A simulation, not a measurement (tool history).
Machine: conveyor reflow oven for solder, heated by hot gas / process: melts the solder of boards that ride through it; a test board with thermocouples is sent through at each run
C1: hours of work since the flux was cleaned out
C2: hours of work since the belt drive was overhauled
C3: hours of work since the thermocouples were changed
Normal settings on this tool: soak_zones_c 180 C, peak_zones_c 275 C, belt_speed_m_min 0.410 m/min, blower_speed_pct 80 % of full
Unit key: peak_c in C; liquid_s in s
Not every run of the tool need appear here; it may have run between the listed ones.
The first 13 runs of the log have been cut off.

Run 14, hour 368.2: usual settings but soak_zones_c 179 C; C1 123; C2 193; C3 492. Result: peak_c 265.2 C, liquid_s 77.5 s.
Run 15, hour 395.3: usual settings but soak_zones_c 179 C; C1 134; C2 205; C3 504. Result: peak_c 265.3 C, liquid_s 77.8 s.
Run 16, hour 425.9: usual settings but soak_zones_c 179 C; C1 147; C2 218; C3 517. Result: peak_c 264.8 C, liquid_s 77.5 s.
Run 17, hour 463.7: usual settings but peak_zones_c 283 C, blower_speed_pct 72 % of full; C1 163; C2 234; C3 533. Result: peak_c 271.7 C, liquid_s 81.1 s.
Run 18, hour 504.8: usual settings but peak_zones_c 269 C, belt_speed_m_min 0.335 m/min, blower_speed_pct 51 % of full; C1 181; C2 252; C3 551. Result: peak_c 260.9 C, liquid_s 92.9 s.
Run 19, hour 540.0: usual settings but peak_zones_c 269 C, belt_speed_m_min 0.335 m/min, blower_speed_pct 67 % of full; C1 196; C2 267; C3 566. Result: peak_c 263.0 C, liquid_s 95.2 s.
Run 20, hour 558.4: usual settings but soak_zones_c 181 C, belt_speed_m_min 0.465 m/min; C1 204; C2 275; C3 574. Result: peak_c 261.9 C, liquid_s 66.9 s.
Run 21, hour 598.3: usual settings but soak_zones_c 186 C, peak_zones_c 290 C, belt_speed_m_min 0.481 m/min, blower_speed_pct 75 % of full; C1 221; C2 292; C3 591. Result: peak_c 274.6 C, liquid_s 72.1 s.
Run 22, hour 616.5: usual settings but soak_zones_c 169 C, peak_zones_c 290 C, belt_speed_m_min 0.481 m/min, blower_speed_pct 68 % of full; C1 229; C2 299; C3 598. Result: peak_c 269.6 C, liquid_s 64.3 s.
Run 23, hour 649.3: usual settings but soak_zones_c 169 C, peak_zones_c 290 C, belt_speed_m_min 0.481 m/min, blower_speed_pct 68 % of full; C1 243; C2 313; C3 612. Result: peak_c 269.3 C, liquid_s 64.2 s.
Run 24, hour 684.8: usual settings but soak_zones_c 187 C, peak_zones_c 273 C, belt_speed_m_min 0.473 m/min, blower_speed_pct 81 % of full; C1 258; C2 329; C3 628. Result: peak_c 261.0 C, liquid_s 67.4 s.
Run 25, hour 724.7: usual settings but soak_zones_c 187 C, peak_zones_c 288 C, belt_speed_m_min 0.473 m/min, blower_speed_pct 81 % of full; C1 275; C2 346; C3 645. Result: peak_c 273.9 C, liquid_s 73.4 s.
Run 26, hour 758.5: usual settings but soak_zones_c 187 C, peak_zones_c 277 C, belt_speed_m_min 0.473 m/min, blower_speed_pct 56 % of full; C1 289; C2 360; C3 659. Result: peak_c 259.7 C, liquid_s 66.6 s.
Run 27, hour 780.1: usual settings but soak_zones_c 187 C, peak_zones_c 289 C, belt_speed_m_min 0.374 m/min, blower_speed_pct 56 % of full; C1 299; C2 369; C3 668. Result: peak_c 278.7 C, liquid_s 95.8 s.
Run 28, hour 814.7: usual settings but soak_zones_c 195 C, belt_speed_m_min 0.342 m/min, blower_speed_pct 57 % of full; C1 313; C2 384; C3 683. Result: peak_c 268.4 C, liquid_s 104.1 s.
Run 29, hour 835.8: usual settings but soak_zones_c 195 C, belt_speed_m_min 0.342 m/min, blower_speed_pct 57 % of full; C1 322; C2 393; C3 692. Result: peak_c 269.0 C, liquid_s 103.9 s.
At hour 847.1: flux residue cleaned out of gas plates and filters.
Run 30, hour 863.6: usual settings but soak_zones_c 195 C, peak_zones_c 274 C, belt_speed_m_min 0.401 m/min, blower_speed_pct 57 % of full; C1 7; C2 403; C3 702. Result: peak_c 265.0 C, liquid_s 87.0 s.

Below are 3 alternative next runs, each starting from the tool's condition after run 30. Predict each:
Run A, hour 901.7: usual settings but soak_zones_c 194 C, peak_zones_c 274 C, belt_speed_m_min 0.401 m/min, blower_speed_pct 72 % of full; C1 23; C2 419; C3 718. Result: peak_c ?, liquid_s ?.
Run B, hour 901.7: usual settings but soak_zones_c 177 C, peak_zones_c 274 C, belt_speed_m_min 0.473 m/min, blower_speed_pct 57 % of full; C1 23; C2 419; C3 718. Result: peak_c ?, liquid_s ?.
Run C, hour 901.7: usual settings but soak_zones_c 179 C, peak_zones_c 274 C, belt_speed_m_min 0.401 m/min, blower_speed_pct 53 % of full; C1 23; C2 419; C3 718. Result: peak_c ?, liquid_s ?.

run  peak_c  liquid_s
  A   267.7      87.3
  B   257.4      60.8
  C   262.6      77.2
With no hidden state in the tool, these same runs would have given:
run  peak_c  liquid_s
  A   265.4      85.6
  B   255.2      58.9
  C   260.2      75.2
